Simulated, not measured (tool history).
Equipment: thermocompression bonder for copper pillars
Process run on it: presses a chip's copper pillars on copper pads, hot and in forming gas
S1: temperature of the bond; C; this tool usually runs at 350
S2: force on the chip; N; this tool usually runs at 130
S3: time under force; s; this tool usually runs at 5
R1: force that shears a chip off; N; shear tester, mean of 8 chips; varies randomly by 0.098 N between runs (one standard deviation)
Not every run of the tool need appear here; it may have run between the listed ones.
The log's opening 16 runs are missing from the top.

{"run": 17, "hour": 456.6, "S1": 350, "S2": 130, "S3": 5, "R1": 28.42}
{"run": 18, "hour": 482.7, "S1": 341, "S2": 130, "S3": 5, "R1": 26.19}
{"run": 19, "hour": 508.8, "S1": 350, "S2": 130, "S3": 5, "R1": 28.35}
{"run": 20, "hour": 535.7, "S1": 350, "S2": 130, "S3": 7, "R1": 32.4}
{"run": 21, "hour": 574.7, "S1": 336, "S2": 130, "S3": 5, "R1": 24.94}
{"run": 22, "hour": 597.0, "S1": 374, "S2": 145, "S3": 5, "R1": 36.79}
{"run": 23, "hour": 621.1, "S1": 374, "S2": 145, "S3": 5, "R1": 36.46}
{"run": 24, "hour": 642.3, "S1": 374, "S2": 128, "S3": 9, "R1": 40.59}
{"run": 25, "hour": 674.1, "S1": 327, "S2": 149, "S3": 9, "R1": 31.9}
{"hour": 681.3, "done": "forming gas filter changed"}
{"run": 26, "hour": 695.3, "S1": 347, "S2": 168, "S3": 3, "R1": 29.11}
{"run": 27, "hour": 722.8, "S1": 347, "S2": 95, "S3": 3, "R1": 17.25}
{"run": 28, "hour": 760.7, "S1": 351, "S2": 95, "S3": 3, "R1": 17.71}
{"run": 29, "hour": 792.1, "S1": 326, "S2": 80, "S3": 4, "R1": 13.49}
{"run": 30, "hour": 830.2, "S1": 326, "S2": 80, "S3": 4, "R1": 13.45}
{"run": 31, "hour": 861.1, "S1": 326, "S2": 80, "S3": 4, "R1": 13.57}
{"run": 32, "hour": 886.2, "S1": 378, "S2": 80, "S3": 5, "R1": 23.83}
{"run": 33, "hour": 921.2, "S1": 378, "S2": 158, "S3": 4, "R1": 37.75}
{"run": 34, "hour": 940.0, "S1": 378, "S2": 136, "S3": 4, "R1": 33.66}

Run 35 comes next. What will it give?
{"run": 35, "hour": 961.8, "S1": 345, "S2": 92, "S3": 9, "R1": "?"}

Run 35 yielded R1 25.7 N.
Minus the tool's unlogged condition, the same run would have read R1 26.55 N.
